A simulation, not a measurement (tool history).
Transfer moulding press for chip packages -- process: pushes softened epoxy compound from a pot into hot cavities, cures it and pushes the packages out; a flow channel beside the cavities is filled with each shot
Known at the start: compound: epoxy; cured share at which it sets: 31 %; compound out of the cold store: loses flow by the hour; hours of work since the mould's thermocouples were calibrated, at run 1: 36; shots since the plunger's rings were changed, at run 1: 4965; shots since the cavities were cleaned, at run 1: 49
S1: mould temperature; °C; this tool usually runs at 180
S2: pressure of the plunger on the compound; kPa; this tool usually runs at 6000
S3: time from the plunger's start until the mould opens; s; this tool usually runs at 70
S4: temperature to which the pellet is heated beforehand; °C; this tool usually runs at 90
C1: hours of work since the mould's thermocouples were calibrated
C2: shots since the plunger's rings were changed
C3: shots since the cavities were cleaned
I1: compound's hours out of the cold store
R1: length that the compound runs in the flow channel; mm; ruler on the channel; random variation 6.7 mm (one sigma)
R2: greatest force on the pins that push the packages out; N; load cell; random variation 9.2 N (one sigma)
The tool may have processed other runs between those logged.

{"run": 1, "hour": 0.0, "S1": 180, "S2": 6000, "S3": 70, "S4": 90, "C1": 36, "C2": 4965, "C3": 49, "I1": 42.4, "R1": 664, "R2": 408}
{"run": 2, "hour": 6.3, "S1": 180, "S2": 6000, "S3": 70, "S4": 90, "C1": 39, "C2": 5035, "C3": 119, "I1": 34.0, "R1": 692, "R2": 445}
{"run": 3, "hour": 12.3, "S1": 180, "S2": 6000, "S3": 70, "S4": 90, "C1": 42, "C2": 5102, "C3": 186, "I1": 27.9, "R1": 711, "R2": 476}
{"run": 4, "hour": 19.1, "S1": 180, "S2": 6000, "S3": 70, "S4": 81, "C1": 45, "C2": 5176, "C3": 260, "I1": 11.0, "R1": 749, "R2": 529}
{"run": 5, "hour": 25.4, "S1": 187, "S2": 6000, "S3": 70, "S4": 81, "C1": 49, "C2": 5247, "C3": 331, "I1": 10.8, "R1": 730, "R2": 411}
{"run": 6, "hour": 31.6, "S1": 187, "S2": 6000, "S3": 70, "S4": 81, "C1": 52, "C2": 5315, "C3": 399, "I1": 31.7, "R1": 676, "R2": 407}
{"run": 7, "hour": 39.5, "S1": 187, "S2": 6000, "S3": 70, "S4": 81, "C1": 56, "C2": 5403, "C3": 487, "I1": 44.8, "R1": 643, "R2": 433}
{"hour": 42.9, "done": "cavities cleaned with cleaning compound and waxed"}
{"run": 8, "hour": 53.8, "S1": 187, "S2": 6000, "S3": 70, "S4": 81, "C1": 62, "C2": 5545, "C3": 121, "I1": 29.0, "R1": 680, "R2": 368}
{"run": 9, "hour": 64.3, "S1": 185, "S2": 6000, "S3": 70, "S4": 90, "C1": 67, "C2": 5661, "C3": 237, "I1": 29.3, "R1": 676, "R2": 391}
{"run": 10, "hour": 72.6, "S1": 180, "S2": 6510, "S3": 70, "S4": 90, "C1": 71, "C2": 5754, "C3": 330, "I1": 17.8, "R1": 763, "R2": 546}

Estimate the outcome of run 11 from the log above:
{"run": 11, "hour": 80.1, "S1": 180, "S2": 6510, "S3": 70, "S4": 90, "C1": 75, "C2": 5837, "C3": 413, "I1": 19.5, "R1": "?", "R2": "?"}

Logged for run 11: R1 761 mm, R2 564 N.
Were there no unlogged condition in the tool, this run, its random variation unchanged, would have produced R1 833 mm, R2 413 N.
